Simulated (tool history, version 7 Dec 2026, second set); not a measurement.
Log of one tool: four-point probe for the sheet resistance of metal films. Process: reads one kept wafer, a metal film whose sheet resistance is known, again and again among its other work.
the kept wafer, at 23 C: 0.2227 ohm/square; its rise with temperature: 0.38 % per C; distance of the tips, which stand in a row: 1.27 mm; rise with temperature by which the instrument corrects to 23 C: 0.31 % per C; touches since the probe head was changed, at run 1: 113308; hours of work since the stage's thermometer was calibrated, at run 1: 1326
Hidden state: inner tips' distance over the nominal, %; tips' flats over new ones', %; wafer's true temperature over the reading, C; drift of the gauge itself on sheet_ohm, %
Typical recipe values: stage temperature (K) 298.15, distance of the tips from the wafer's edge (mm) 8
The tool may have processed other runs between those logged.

run,hour,stage temperature (K),distance of the tips from the wafer's edge (mm),touches since the probe head was changed,hours of work since the stage's thermometer was calibrated,sheet resistance as the instrument gives it (ohm/square)
1,0.0,298.15,8,113308,1326,0.225921
2,42.4,298.15,8,116161,1360,0.226029
3,70.5,298.15,8,118056,1382,0.225955
4,113.4,298.15,8,120948,1416,0.226021
5,162.4,298.15,8,124247,1454,0.226090
6,191.4,298.15,5,126202,1477,0.230457
7,214.6,298.15,5,127763,1496,0.230405
8,250.8,298.15,58,130202,1524,0.223013
9,299.4,298.15,58,133481,1563,0.223083
10,331.8,298.15,58,135659,1588,0.223069
11,374.8,298.15,9,138557,1622,0.225409
12,415.1,298.15,8,141272,1654,0.225944
13,461.4,297.15,19,144390,1690,0.223463
14,503.3,297.15,19,147212,1723,0.223368
15,536.3,296.15,24,149438,1749,0.223036
16,559.5,297.15,3,151004,1768,0.242265
# hour 580.0: stage's thermometer calibrated
# hour 601.2: new probe head fitted
17,603.2,293.15,23,134,18,0.222627
18,645.9,306.15,47,3009,51,0.224188
19,689.4,297.15,8,5941,85,0.225865
20,711.0,297.15,8,7394,102,0.225886
21,744.1,292.15,8,9627,129,0.225133
22,769.0,298.15,8,11302,148,0.226052
23,809.0,298.15,8,13999,180,0.226029
24,846.8,298.15,6,16543,210,0.228291

Take each entry between the runs: how does the hidden state at the last listed run before it differ from the hidden state at the first listed run after it?
After run 16, before run 17: stage's thermometer calibrated (hour 580.0); new probe head fitted (hour 601.2)
  inner tips' distance over the nominal, %: 0.01 -> 0.007; tips' flats over new ones', %: 2 -> 0; wafer's true temperature over the reading, C: -0.01 -> 0
